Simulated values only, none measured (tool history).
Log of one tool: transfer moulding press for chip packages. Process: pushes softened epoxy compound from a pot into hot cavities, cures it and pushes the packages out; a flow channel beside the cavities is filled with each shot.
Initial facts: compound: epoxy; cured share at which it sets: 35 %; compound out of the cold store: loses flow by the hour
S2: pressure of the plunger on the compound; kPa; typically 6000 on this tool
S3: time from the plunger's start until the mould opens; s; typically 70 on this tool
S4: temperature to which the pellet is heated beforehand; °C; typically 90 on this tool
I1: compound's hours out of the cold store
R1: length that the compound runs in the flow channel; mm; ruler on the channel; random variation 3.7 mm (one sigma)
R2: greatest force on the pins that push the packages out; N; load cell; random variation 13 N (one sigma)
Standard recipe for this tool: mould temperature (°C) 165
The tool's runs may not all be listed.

{"run": 1, "hour": 0.0, "mould temperature (°C)": 165, "S2": 6000, "S3": 70, "S4": 90, "I1": 45.3, "R1": 841, "R2": 1331}
{"hour": 6.7, "done": "cavities cleaned with cleaning compound and waxed"}
{"run": 2, "hour": 11.3, "mould temperature (°C)": 165, "S2": 6000, "S3": 70, "S4": 90, "I1": 37.2, "R1": 873, "R2": 772}
{"run": 3, "hour": 16.6, "mould temperature (°C)": 165, "S2": 6000, "S3": 84, "S4": 90, "I1": 27.4, "R1": 897, "R2": 617}
{"run": 4, "hour": 26.4, "mould temperature (°C)": 170, "S2": 6000, "S3": 70, "S4": 90, "I1": 20.0, "R1": 888, "R2": 785}
{"run": 5, "hour": 34.1, "mould temperature (°C)": 165, "S2": 6000, "S3": 51, "S4": 90, "I1": 20.4, "R1": 908, "R2": 2609}
{"run": 6, "hour": 40.8, "mould temperature (°C)": 165, "S2": 6000, "S3": 51, "S4": 90, "I1": 44.9, "R1": 840, "R2": 2598}
{"hour": 43.5, "done": "mould's thermocouples calibrated"}
{"run": 7, "hour": 47.8, "mould temperature (°C)": 165, "S2": 6000, "S3": 51, "S4": 90, "I1": 12.1, "R1": 929, "R2": 3002}
{"run": 8, "hour": 56.0, "mould temperature (°C)": 165, "S2": 6000, "S3": 51, "S4": 90, "I1": 32.2, "R1": 869, "R2": 3029}
{"hour": 64.7, "done": "mould's thermocouples calibrated, once more"}
{"run": 9, "hour": 65.4, "mould temperature (°C)": 165, "S2": 5230, "S3": 51, "S4": 87, "I1": 35.3, "R1": 807, "R2": 2966}
{"hour": 67.9, "done": "cavities cleaned with cleaning compound and waxed"}
{"run": 10, "hour": 75.5, "mould temperature (°C)": 160, "S2": 5050, "S3": 51, "S4": 92, "I1": 15.2, "R1": 847, "R2": 2240}
{"run": 11, "hour": 81.1, "mould temperature (°C)": 167, "S2": 6000, "S3": 70, "S4": 87, "I1": 24.9, "R1": 880, "R2": 783}

Below are 3 alternative next runs, each starting from the tool's condition after run 11. Predict each:
{"run": "A", "hour": 85.9, "mould temperature (°C)": 167, "S2": 4720, "S3": 95, "S4": 90, "I1": 8.8, "R1": "?", "R2": "?"}
{"run": "B", "hour": 85.9, "mould temperature (°C)": 165, "S2": 7450, "S3": 86, "S4": 91, "I1": 15.4, "R1": "?", "R2": "?"}
{"run": "C", "hour": 85.9, "mould temperature (°C)": 167, "S2": 7340, "S3": 54, "S4": 91, "I1": 40.7, "R1": "?", "R2": "?"}

run=A R1=815 R2=646
run=B R1=1009 R2=701
run=C R1=922 R2=1690
With the hidden condition removed and each run's random variation left untouched, the same runs would have given:
run=A R1=862 R2=433
run=B R1=1067 R2=471
run=C R1=976 R2=1143
